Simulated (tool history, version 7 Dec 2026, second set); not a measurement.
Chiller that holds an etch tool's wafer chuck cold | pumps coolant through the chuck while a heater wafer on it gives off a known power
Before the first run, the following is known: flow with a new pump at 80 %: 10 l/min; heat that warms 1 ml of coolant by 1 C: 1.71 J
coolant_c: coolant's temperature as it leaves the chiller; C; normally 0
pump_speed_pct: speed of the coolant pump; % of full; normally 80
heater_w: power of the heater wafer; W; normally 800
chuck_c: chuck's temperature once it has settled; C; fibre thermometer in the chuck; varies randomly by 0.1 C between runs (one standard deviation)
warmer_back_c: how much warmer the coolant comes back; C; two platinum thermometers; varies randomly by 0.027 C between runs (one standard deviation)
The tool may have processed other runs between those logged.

run 1 hour=0.0 | coolant_c=0 pump_speed_pct=80 heater_w=800 | chuck_c=8.2 warmer_back_c=2.86
run 2 hour=188.5 | coolant_c=0 pump_speed_pct=80 heater_w=800 | chuck_c=8.0 warmer_back_c=2.86
run 3 hour=420.2 | coolant_c=0 pump_speed_pct=80 heater_w=800 | chuck_c=8.1 warmer_back_c=2.81
run 4 hour=562.0 | coolant_c=0 pump_speed_pct=80 heater_w=1087 | chuck_c=11.1 warmer_back_c=3.90
run 5 hour=699.3 | coolant_c=0 pump_speed_pct=80 heater_w=1087 | chuck_c=11.3 warmer_back_c=3.91
run 6 hour=889.5 | coolant_c=8 pump_speed_pct=80 heater_w=1087 | chuck_c=18.9 warmer_back_c=3.89
-- hour=909.8 chiller's thermometer calibrated
run 7 hour=1001.7 | coolant_c=8 pump_speed_pct=80 heater_w=1087 | chuck_c=19.3 warmer_back_c=3.92
run 8 hour=1154.1 | coolant_c=8 pump_speed_pct=80 heater_w=1087 | chuck_c=19.4 warmer_back_c=3.89
run 9 hour=1270.9 | coolant_c=8 pump_speed_pct=80 heater_w=1087 | chuck_c=19.5 warmer_back_c=3.92
run 10 hour=1469.4 | coolant_c=8 pump_speed_pct=80 heater_w=1087 | chuck_c=19.6 warmer_back_c=3.90
run 11 hour=1577.4 | coolant_c=8 pump_speed_pct=80 heater_w=1087 | chuck_c=19.7 warmer_back_c=3.95
run 12 hour=1730.8 | coolant_c=3 pump_speed_pct=80 heater_w=492 | chuck_c=8.5 warmer_back_c=1.79
run 13 hour=1959.4 | coolant_c=3 pump_speed_pct=80 heater_w=492 | chuck_c=8.5 warmer_back_c=1.76
run 14 hour=2078.4 | coolant_c=3 pump_speed_pct=80 heater_w=492 | chuck_c=8.5 warmer_back_c=1.75
run 15 hour=2178.7 | coolant_c=8 pump_speed_pct=91 heater_w=1036 | chuck_c=18.4 warmer_back_c=3.26
-- hour=2305.3 chiller's thermometer calibrated, once more
run 16 hour=2363.8 | coolant_c=8 pump_speed_pct=91 heater_w=1036 | chuck_c=18.1 warmer_back_c=3.23
run 17 hour=2550.9 | coolant_c=-7 pump_speed_pct=82 heater_w=501 | chuck_c=-1.8 warmer_back_c=1.82
run 18 hour=2673.9 | coolant_c=4 pump_speed_pct=80 heater_w=800 | chuck_c=12.3 warmer_back_c=2.90
run 19 hour=2818.0 | coolant_c=4 pump_speed_pct=82 heater_w=800 | chuck_c=12.4 warmer_back_c=2.80
run 20 hour=2957.5 | coolant_c=4 pump_speed_pct=96 heater_w=932 | chuck_c=13.0 warmer_back_c=2.78

What if the next run were any one of these 4? Each begins from the tool's condition after run 20:
run A hour=3086.7 | coolant_c=-2 pump_speed_pct=81 heater_w=800 | chuck_c=? warmer_back_c=?
run B hour=3086.7 | coolant_c=0 pump_speed_pct=71 heater_w=847 | chuck_c=? warmer_back_c=?
run C hour=3086.7 | coolant_c=2 pump_speed_pct=69 heater_w=610 | chuck_c=? warmer_back_c=?
run D hour=3086.7 | coolant_c=2 pump_speed_pct=68 heater_w=865 | chuck_c=? warmer_back_c=?

run=A chuck_c=6.7 warmer_back_c=2.89
run=B chuck_c=9.9 warmer_back_c=3.49
run=C chuck_c=9.2 warmer_back_c=2.61
run=D chuck_c=12.4 warmer_back_c=3.74
With the hidden condition removed and each run's random variation left untouched, the same runs would have given:
run=A chuck_c=5.2 warmer_back_c=2.78
run=B chuck_c=8.3 warmer_back_c=3.36
run=C chuck_c=7.9 warmer_back_c=2.51
run=D chuck_c=10.7 warmer_back_c=3.59

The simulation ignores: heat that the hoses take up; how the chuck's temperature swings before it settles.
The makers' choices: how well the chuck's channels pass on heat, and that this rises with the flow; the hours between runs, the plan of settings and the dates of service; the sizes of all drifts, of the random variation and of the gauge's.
